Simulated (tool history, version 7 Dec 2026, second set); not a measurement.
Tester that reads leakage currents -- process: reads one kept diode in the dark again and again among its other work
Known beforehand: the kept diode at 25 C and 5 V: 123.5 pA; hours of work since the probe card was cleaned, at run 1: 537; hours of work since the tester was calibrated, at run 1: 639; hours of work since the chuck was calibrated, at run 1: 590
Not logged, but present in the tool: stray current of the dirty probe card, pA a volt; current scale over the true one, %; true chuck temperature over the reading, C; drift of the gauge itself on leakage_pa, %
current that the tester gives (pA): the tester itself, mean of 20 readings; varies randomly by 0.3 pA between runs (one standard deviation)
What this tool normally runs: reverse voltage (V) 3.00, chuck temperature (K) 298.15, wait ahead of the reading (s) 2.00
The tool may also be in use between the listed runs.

run,hour,reverse voltage (V),chuck temperature (K),wait ahead of the reading (s),hours of work since the probe card was cleaned,hours of work since the tester was calibrated,hours of work since the chuck was calibrated,current that the tester gives (pA)
1,0.0,3.00,298.15,2.00,537,639,590,91.97
2,27.9,3.00,298.15,2.00,557,659,610,91.57
3,65.5,3.00,321.15,2.00,585,686,637,434.73
4,106.3,3.00,321.15,2.00,614,716,667,432.05
5,134.5,5.41,321.15,2.00,634,736,687,556.58
6,184.4,3.00,297.15,2.00,670,772,723,84.17
# hour 205.5: chuck's temperature calibrated
7,245.4,3.00,307.15,2.00,713,814,29,188.13
8,286.7,3.00,307.15,2.00,743,844,59,186.53
9,317.9,3.00,304.15,2.00,765,867,81,151.14
10,369.9,3.00,298.15,2.00,803,904,119,98.42
11,416.9,3.00,298.15,2.00,836,938,152,98.35
12,471.6,3.00,298.15,2.00,876,977,192,98.45
13,504.3,3.00,303.15,1.53,899,1001,215,138.36
14,550.6,3.00,303.15,1.53,933,1034,249,138.36
15,584.4,1.47,303.15,0.37,957,1059,273,101.07
16,640.6,1.47,303.15,0.37,998,1099,314,100.47
17,680.8,1.47,303.15,0.37,1027,1128,343,99.69
18,713.9,3.88,298.15,6.54,1050,1152,366,106.85
19,747.9,1.68,295.15,0.39,1075,1176,391,59.69
20,798.5,5.03,320.15,0.42,1111,1213,427,518.23
21,828.1,2.83,294.15,0.42,1133,1234,449,69.55
22,869.6,2.83,294.15,0.42,1163,1264,479,69.38
23,912.9,3.00,301.15,0.69,1194,1295,510,116.28
24,958.0,3.00,301.15,0.69,1226,1328,542,115.11

Below are 5 alternative next runs, each starting from the tool's condition after run 24. Predict each:
A,1005.1,8.31,325.15,0.95,1260,1362,576,?
B,1005.1,2.36,317.15,0.67,1260,1362,576,?
C,1005.1,3.79,296.15,1.83,1260,1362,576,?
D,1005.1,2.41,297.15,2.00,1260,1362,576,?
E,1005.1,4.45,303.15,0.88,1260,1362,576,?

run,current that the tester gives (pA)
A,857.19
B,301.78
C,89.63
D,78.29
E,156.94
Take away the tool's hidden state, keep each run's random variation, and the runs would have read:
run,current that the tester gives (pA)
A,934.77
B,331.52
C,95.37
D,84.58
E,169.31
